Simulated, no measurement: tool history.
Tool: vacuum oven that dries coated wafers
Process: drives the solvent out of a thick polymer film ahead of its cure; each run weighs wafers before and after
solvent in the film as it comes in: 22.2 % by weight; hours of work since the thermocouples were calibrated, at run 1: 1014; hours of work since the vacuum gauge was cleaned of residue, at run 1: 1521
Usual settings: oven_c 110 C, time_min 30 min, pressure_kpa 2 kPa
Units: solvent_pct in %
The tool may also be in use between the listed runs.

run    hour  oven_c  time_min  pressure_kpa  hours of work since the thermocouples were calibrated  hours of work since the vacuum gauge was cleaned of residue  solvent_pct
  1       0     110        30             2                                                   1014                                                         1521         4.76
  2    66.7     110        30             2                                                   1062                                                         1570         4.71
  3   164.8     110        32             2                                                   1133                                                         1641         4.35
  4   225.4     110        32             2                                                   1177                                                         1684         4.39
  5     269     110        32             2                                                   1209                                                         1716         4.35
  6   312.4     105        32             2                                                   1240                                                         1747         5.88
  7   377.2     110        30          2.66                                                   1287                                                         1794         4.74
      407.5  -- oven's thermocouples calibrated
  8   457.4     110        18             2                                                     36                                                         1851         7.97
  9   517.2     110        30             2                                                     79                                                         1894         4.77
 10   574.8     110        30             2                                                    121                                                         1936         4.61
 11     653     110        30             2                                                    178                                                         1992         4.71
 12   701.7     110        30          2.93                                                    213                                                         2028         4.93
 13   762.7     107        30          2.93                                                    257                                                         2072         5.87
 14   814.2     107        34          2.93                                                    294                                                         2109         5.13
 15   858.8     107        34          2.93                                                    326                                                         2141          5.1
 16   928.6     107        29          2.93                                                    377                                                         2192         6.03
 17   983.2     107        29          2.93                                                    416                                                         2231         6.13
 18  1050.9     107        23          2.93                                                    465                                                         2280         7.61
 19  1101.8     107        23          2.93                                                    502                                                         2317         7.61
 20  1161.1     110        19             2                                                    545                                                         2360         7.53
 21  1226.2     110        19             2                                                    592                                                         2407         7.53
 22  1296.6     110        19             2                                                    643                                                         2458         7.61
 23  1374.5     112        44             2                                                    699                                                         2514          2.3
 24  1417.5     112        44             2                                                    731                                                         2545         2.31
 25  1477.5     110        44             2                                                    774                                                         2589          2.7
 26  1525.4     110        30          6.57                                                    809                                                         2623         5.82
 27  1615.2     125        52          5.29                                                    874                                                         2688         1.18
 28  1672.9     125        52          5.29                                                    915                                                         2730         1.09
 29  1755.1     113        34             2                                                    975                                                         2789          3.2
 30  1820.3     113        34             2                                                   1022                                                         2837          3.2
 31  1917.9     110        31          7.79                                                   1092                                                         2907         6.07
 32  1997.8     112        32          2.92                                                   1150                                                         2965         4.06
 33  2065.5     107        42           4.5                                                   1199                                                         3014         4.46
 34  2113.7     106        42             2                                                   1234                                                         3049         3.92
 35  2179.9      99        20          1.31                                                   1282                                                         3097        10.48
     2216.2  -- oven's thermocouples calibrated
 36  2232.9      99        20          1.31                                                     12                                                         3134        10.54
 37  2284.4     112        27          1.24                                                     49                                                         3171         4.64

Forecast each of these 5 alternatives for the next run:
  A  2372.1      97        30             2                                                    113                                                         3234            ?
  B  2372.1     102        42          3.92                                                    113                                                         3234            ?
  C  2372.1     109        38          4.09                                                    113                                                         3234            ?
  D  2372.1     122        23          1.24                                                    113                                                         3234            ?
  E  2372.1     120        20          1.51                                                    113                                                         3234            ?

run  solvent_pct
  A         8.83
  B         5.84
  C         4.23
  D         2.92
  E         4.18
Without the tool's hidden state the same runs would have given:
run  solvent_pct
  A         8.82
  B         5.83
  C         4.23
  D         2.91
  E         4.17

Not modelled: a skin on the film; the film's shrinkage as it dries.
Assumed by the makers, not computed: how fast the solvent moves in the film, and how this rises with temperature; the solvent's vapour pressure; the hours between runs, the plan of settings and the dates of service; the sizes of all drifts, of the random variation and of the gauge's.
